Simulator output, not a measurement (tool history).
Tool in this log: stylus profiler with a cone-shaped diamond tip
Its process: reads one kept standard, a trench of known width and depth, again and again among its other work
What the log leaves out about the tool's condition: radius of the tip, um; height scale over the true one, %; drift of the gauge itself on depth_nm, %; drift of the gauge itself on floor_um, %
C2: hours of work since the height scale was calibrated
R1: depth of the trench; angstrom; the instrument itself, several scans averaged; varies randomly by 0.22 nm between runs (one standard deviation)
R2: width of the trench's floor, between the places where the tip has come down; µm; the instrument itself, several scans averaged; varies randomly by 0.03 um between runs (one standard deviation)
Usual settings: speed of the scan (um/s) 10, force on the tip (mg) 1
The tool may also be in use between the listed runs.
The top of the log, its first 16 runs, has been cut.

{"run": 17, "day": 8.354, "speed of the scan (um/s)": 20, "force on the tip (mg)": 1, "scans with this tip": 4409, "C2": 301, "R1": 10063.9, "R2": 95.93}
{"run": 18, "day": 9.133, "speed of the scan (um/s)": 20, "force on the tip (mg)": 1, "scans with this tip": 4543, "C2": 310, "R1": 10066, "R2": 95.87}
{"run": 19, "day": 9.5, "speed of the scan (um/s)": 20, "force on the tip (mg)": 1, "scans with this tip": 4606, "C2": 314, "R1": 10065.7, "R2": 95.88}
{"run": 20, "day": 9.946, "speed of the scan (um/s)": 20, "force on the tip (mg)": 1, "scans with this tip": 4683, "C2": 319, "R1": 10067.1, "R2": 95.91}
{"run": 21, "day": 10.629, "speed of the scan (um/s)": 20, "force on the tip (mg)": 1, "scans with this tip": 4800, "C2": 327, "R1": 10069.4, "R2": 95.83}
{"run": 22, "day": 11.371, "speed of the scan (um/s)": 20, "force on the tip (mg)": 1, "scans with this tip": 4927, "C2": 336, "R1": 10071.7, "R2": 95.86}
{"run": 23, "day": 11.746, "speed of the scan (um/s)": 20, "force on the tip (mg)": 1, "scans with this tip": 4991, "C2": 340, "R1": 10067.3, "R2": 95.85}
{"run": 24, "day": 12.462, "speed of the scan (um/s)": 20, "force on the tip (mg)": 1, "scans with this tip": 5114, "C2": 349, "R1": 10065.6, "R2": 95.85}
{"day": 12.517, "done": "height scale calibrated on a step standard"}
{"run": 25, "day": 13.021, "speed of the scan (um/s)": 4, "force on the tip (mg)": 0.39, "scans with this tip": 5206, "C2": 6, "R1": 10044.8, "R2": 95.88}
{"run": 26, "day": 13.492, "speed of the scan (um/s)": 10, "force on the tip (mg)": 0.78, "scans with this tip": 5287, "C2": 11, "R1": 10066.7, "R2": 95.86}
{"run": 27, "day": 14.171, "speed of the scan (um/s)": 4, "force on the tip (mg)": 1.91, "scans with this tip": 5404, "C2": 19, "R1": 10100.1, "R2": 95.94}
{"run": 28, "day": 14.546, "speed of the scan (um/s)": 17, "force on the tip (mg)": 0.34, "scans with this tip": 5468, "C2": 24, "R1": 10036.9, "R2": 95.78}
{"run": 29, "day": 14.888, "speed of the scan (um/s)": 12, "force on the tip (mg)": 1, "scans with this tip": 5526, "C2": 28, "R1": 10072.6, "R2": 95.87}
{"run": 30, "day": 15.492, "speed of the scan (um/s)": 11, "force on the tip (mg)": 0.85, "scans with this tip": 5630, "C2": 35, "R1": 10064.5, "R2": 95.82}
{"day": 15.8, "done": "height scale calibrated on a step standard, once more"}
{"run": 31, "day": 15.938, "speed of the scan (um/s)": 17, "force on the tip (mg)": 0.98, "scans with this tip": 5703, "C2": 2, "R1": 10055.3, "R2": 95.8}
{"run": 32, "day": 16.696, "speed of the scan (um/s)": 2, "force on the tip (mg)": 1.76, "scans with this tip": 5833, "C2": 10, "R1": 10084.8, "R2": 95.85}
{"run": 33, "day": 17.296, "speed of the scan (um/s)": 33, "force on the tip (mg)": 1, "scans with this tip": 5937, "C2": 18, "R1": 10054.6, "R2": 95.68}
{"run": 34, "day": 17.888, "speed of the scan (um/s)": 16, "force on the tip (mg)": 1.6, "scans with this tip": 6038, "C2": 24, "R1": 10075, "R2": 95.75}
{"run": 35, "day": 18.658, "speed of the scan (um/s)": 7, "force on the tip (mg)": 0.38, "scans with this tip": 6171, "C2": 34, "R1": 10027.9, "R2": 95.78}

Below are 4 alternative next runs, each starting from the tool's condition after run 35. Predict each:
{"run": "A", "day": 19.2, "speed of the scan (um/s)": 12, "force on the tip (mg)": 0.51, "scans with this tip": 6263, "C2": 40, "R1": "?", "R2": "?"}
{"run": "B", "day": 19.2, "speed of the scan (um/s)": 12, "force on the tip (mg)": 1.35, "scans with this tip": 6263, "C2": 40, "R1": "?", "R2": "?"}
{"run": "C", "day": 19.2, "speed of the scan (um/s)": 6, "force on the tip (mg)": 0.38, "scans with this tip": 6263, "C2": 40, "R1": "?", "R2": "?"}
{"run": "D", "day": 19.2, "speed of the scan (um/s)": 5, "force on the tip (mg)": 0.51, "scans with this tip": 6263, "C2": 40, "R1": "?", "R2": "?"}

run=A R1=10033.6 R2=95.71
run=B R1=10071.5 R2=95.75
run=C R1=10029.5 R2=95.77
run=D R1=10034 R2=95.74
Without the tool's unlogged condition, the same runs would have read:
run=A R1=10036.4 R2=96.44
run=B R1=10074.4 R2=96.48
run=C R1=10032.4 R2=96.5
run=D R1=10036.8 R2=96.46

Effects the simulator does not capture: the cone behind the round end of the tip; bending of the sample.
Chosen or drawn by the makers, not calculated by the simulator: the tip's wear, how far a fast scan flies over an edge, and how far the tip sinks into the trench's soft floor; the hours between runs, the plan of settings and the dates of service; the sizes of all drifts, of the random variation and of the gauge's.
